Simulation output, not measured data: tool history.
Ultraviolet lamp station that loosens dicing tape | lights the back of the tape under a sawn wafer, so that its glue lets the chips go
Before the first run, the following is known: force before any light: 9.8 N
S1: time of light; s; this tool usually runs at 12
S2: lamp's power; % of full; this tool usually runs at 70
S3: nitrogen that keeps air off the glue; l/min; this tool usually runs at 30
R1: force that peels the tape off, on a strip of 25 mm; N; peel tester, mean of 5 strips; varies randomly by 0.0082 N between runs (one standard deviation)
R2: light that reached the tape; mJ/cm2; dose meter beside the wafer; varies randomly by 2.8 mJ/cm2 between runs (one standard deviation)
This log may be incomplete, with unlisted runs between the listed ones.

{"run": 1, "day": 0.0, "S1": 12, "S2": 70, "S3": 30, "R1": 0.324, "R2": 402}
{"run": 2, "day": 0.338, "S1": 12, "S2": 70, "S3": 30, "R1": 0.328, "R2": 397}
{"run": 3, "day": 0.642, "S1": 12, "S2": 70, "S3": 36, "R1": 0.304, "R2": 406}
{"run": 4, "day": 1.029, "S1": 15, "S2": 70, "S3": 30, "R1": 0.189, "R2": 495}
{"run": 5, "day": 1.438, "S1": 12, "S2": 81, "S3": 30, "R1": 0.231, "R2": 470}
{"run": 6, "day": 1.717, "S1": 12, "S2": 81, "S3": 30, "R1": 0.225, "R2": 464}
{"run": 7, "day": 1.992, "S1": 12, "S2": 81, "S3": 30, "R1": 0.214, "R2": 465}
{"run": 8, "day": 2.458, "S1": 12, "S2": 70, "S3": 30, "R1": 0.325, "R2": 398}
{"run": 9, "day": 2.792, "S1": 12, "S2": 70, "S3": 30, "R1": 0.312, "R2": 405}
{"run": 10, "day": 3.246, "S1": 12, "S2": 70, "S3": 30, "R1": 0.323, "R2": 397}
{"run": 11, "day": 3.6, "S1": 12, "S2": 70, "S3": 30, "R1": 0.322, "R2": 398}
{"run": 12, "day": 3.854, "S1": 12, "S2": 70, "S3": 30, "R1": 0.337, "R2": 399}
{"run": 13, "day": 4.088, "S1": 12, "S2": 75, "S3": 30, "R1": 0.276, "R2": 431}
{"run": 14, "day": 4.483, "S1": 15, "S2": 74, "S3": 17, "R1": 0.223, "R2": 529}
{"run": 15, "day": 4.783, "S1": 15, "S2": 74, "S3": 17, "R1": 0.222, "R2": 528}
{"run": 16, "day": 5.167, "S1": 12, "S2": 95, "S3": 47, "R1": 0.15, "R2": 545}
{"run": 17, "day": 5.429, "S1": 6, "S2": 70, "S3": 30, "R1": 1.572, "R2": 201}
{"run": 18, "day": 5.733, "S1": 8, "S2": 63, "S3": 9, "R1": 1.826, "R2": 237}
{"run": 19, "day": 6.142, "S1": 12, "S2": 86, "S3": 10, "R1": 0.355, "R2": 493}
{"run": 20, "day": 6.454, "S1": 14, "S2": 79, "S3": 32, "R1": 0.177, "R2": 526}
{"run": 21, "day": 6.679, "S1": 9, "S2": 65, "S3": 19, "R1": 0.953, "R2": 273}
{"run": 22, "day": 7.038, "S1": 9, "S2": 65, "S3": 19, "R1": 0.957, "R2": 281}
{"run": 23, "day": 7.392, "S1": 9, "S2": 65, "S3": 19, "R1": 0.956, "R2": 278}
{"run": 24, "day": 7.792, "S1": 18, "S2": 95, "S3": 10, "R1": 0.139, "R2": 815}
{"run": 25, "day": 8.238, "S1": 18, "S2": 95, "S3": 10, "R1": 0.131, "R2": 812}
{"run": 26, "day": 8.45, "S1": 23, "S2": 70, "S3": 30, "R1": 0.115, "R2": 765}

Taken out of this log: 1 entry between the listed runs. Where each belongs, and how the hidden state differs across it:
In the gap between runs 9 and 10: window cleaned of glue's vapour (day 2.892)
  light that the window lets through, % of a clean one's: 99.9 -> 100
